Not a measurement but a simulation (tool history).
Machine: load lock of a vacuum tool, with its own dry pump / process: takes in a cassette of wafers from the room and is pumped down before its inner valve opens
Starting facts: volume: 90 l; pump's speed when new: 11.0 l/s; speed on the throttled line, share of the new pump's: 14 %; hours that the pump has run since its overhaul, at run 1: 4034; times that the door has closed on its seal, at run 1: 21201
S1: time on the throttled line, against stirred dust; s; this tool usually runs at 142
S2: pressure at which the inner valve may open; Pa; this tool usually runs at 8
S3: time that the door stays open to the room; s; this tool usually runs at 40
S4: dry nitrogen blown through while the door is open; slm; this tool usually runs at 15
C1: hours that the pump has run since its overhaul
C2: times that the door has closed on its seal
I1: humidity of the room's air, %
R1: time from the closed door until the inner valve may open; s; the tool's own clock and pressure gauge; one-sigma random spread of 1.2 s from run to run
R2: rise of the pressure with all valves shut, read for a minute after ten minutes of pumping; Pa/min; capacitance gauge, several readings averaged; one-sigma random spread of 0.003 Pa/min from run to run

run 1 day=0 | S1=142 S2=8 S3=40 S4=15 | C1=4034 C2=21201 | I1=47.9 | R1=200.3 R2=0.03
run 2 day=4.004 | S1=142 S2=8 S3=40 S4=15 | C1=4131 C2=21396 | I1=45.5 | R1=200.5 R2=0.03
run 3 day=8.675 | S1=142 S2=8 S3=40 S4=15 | C1=4243 C2=21623 | I1=47.8 | R1=201.1 R2=0.029
run 4 day=12.071 | S1=142 S2=8 S3=40 S4=15 | C1=4324 C2=21788 | I1=42.3 | R1=198.7 R2=0.03
run 5 day=17.262 | S1=142 S2=8 S3=40 S4=15 | C1=4449 C2=22041 | I1=45 | R1=201.2 R2=0.036
run 6 day=20.854 | S1=142 S2=8 S3=40 S4=15 | C1=4535 C2=22216 | I1=44.6 | R1=201.4 R2=0.032
run 7 day=23.708 | S1=142 S2=8 S3=40 S4=15 | C1=4603 C2=22354 | I1=44.5 | R1=199.1 R2=0.03
run 8 day=27.421 | S1=142 S2=8 S3=40 S4=15 | C1=4693 C2=22535 | I1=45.5 | R1=200.4 R2=0.024
run 9 day=29.929 | S1=142 S2=12 S3=40 S4=15 | C1=4753 C2=22657 | I1=46.8 | R1=197.4 R2=0.036
run 10 day=34.188 | S1=142 S2=12 S3=40 S4=16 | C1=4855 C2=22864 | I1=45.2 | R1=198.3 R2=0.029
run 11 day=39.4 | S1=142 S2=12 S3=40 S4=16 | C1=4980 C2=23118 | I1=45.4 | R1=196.7 R2=0.027
run 12 day=42.158 | S1=142 S2=12 S3=40 S4=16 | C1=5046 C2=23252 | I1=45.8 | R1=198.1 R2=0.028
run 13 day=46.925 | S1=142 S2=12 S3=40 S4=16 | C1=5161 C2=23484 | I1=41.6 | R1=197.9 R2=0.029
run 14 day=52.012 | S1=142 S2=12 S3=40 S4=16 | C1=5283 C2=23731 | I1=45 | R1=199 R2=0.027
run 15 day=55.375 | S1=94 S2=14 S3=40 S4=15 | C1=5363 C2=23895 | I1=47.1 | R1=153.9 R2=0.035
run 16 day=59.433 | S1=136 S2=8 S3=76 S4=15 | C1=5461 C2=24092 | I1=43.6 | R1=195.9 R2=0.038
run 17 day=62.542 | S1=136 S2=9 S3=159 S4=15 | C1=5535 C2=24243 | I1=47.1 | R1=193.4 R2=0.046
run 18 day=67.042 | S1=136 S2=13 S3=159 S4=44 | C1=5643 C2=24462 | I1=49.4 | R1=191 R2=0.034
run 19 day=71.542 | S1=136 S2=13 S3=159 S4=44 | C1=5751 C2=24681 | I1=46.7 | R1=192.3 R2=0.031
run 20 day=74.812 | S1=239 S2=6 S3=40 S4=15 | C1=5830 C2=24840 | I1=45.8 | R1=285 R2=0.036
run 21 day=79.179 | S1=239 S2=6 S3=35 S4=15 | C1=5935 C2=25052 | I1=47.3 | R1=286.3 R2=0.03
run 22 day=83.083 | S1=142 S2=7 S3=30 S4=15 | C1=6028 C2=25242 | I1=46.3 | R1=201.7 R2=0.023
run 23 day=87.921 | S1=142 S2=8 S3=186 S4=15 | C1=6145 C2=25478 | I1=46.4 | R1=199.3 R2=0.05

Branching from run 23: 4 alternative next runs. What would each branch give?
run A day=92.754 | S1=102 S2=9 S3=29 S4=15 | C1=6261 C2=25713 | I1=48.1 | R1=? R2=?
run B day=92.754 | S1=115 S2=8 S3=186 S4=15 | C1=6261 C2=25713 | I1=47 | R1=? R2=?
run C day=92.754 | S1=81 S2=13 S3=40 S4=15 | C1=6261 C2=25713 | I1=47.3 | R1=? R2=?
run D day=92.754 | S1=147 S2=12 S3=40 S4=14 | C1=6261 C2=25713 | I1=47.5 | R1=? R2=?

run=A R1=166.8 R2=0.027
run=B R1=177.3 R2=0.049
run=C R1=144.1 R2=0.035
run=D R1=199.4 R2=0.029
With no hidden state in the tool, these same runs would have given:
run=A R1=166.8 R2=0.025
run=B R1=177.3 R2=0.047
run=C R1=144.1 R2=0.033
run=D R1=199.4 R2=0.027
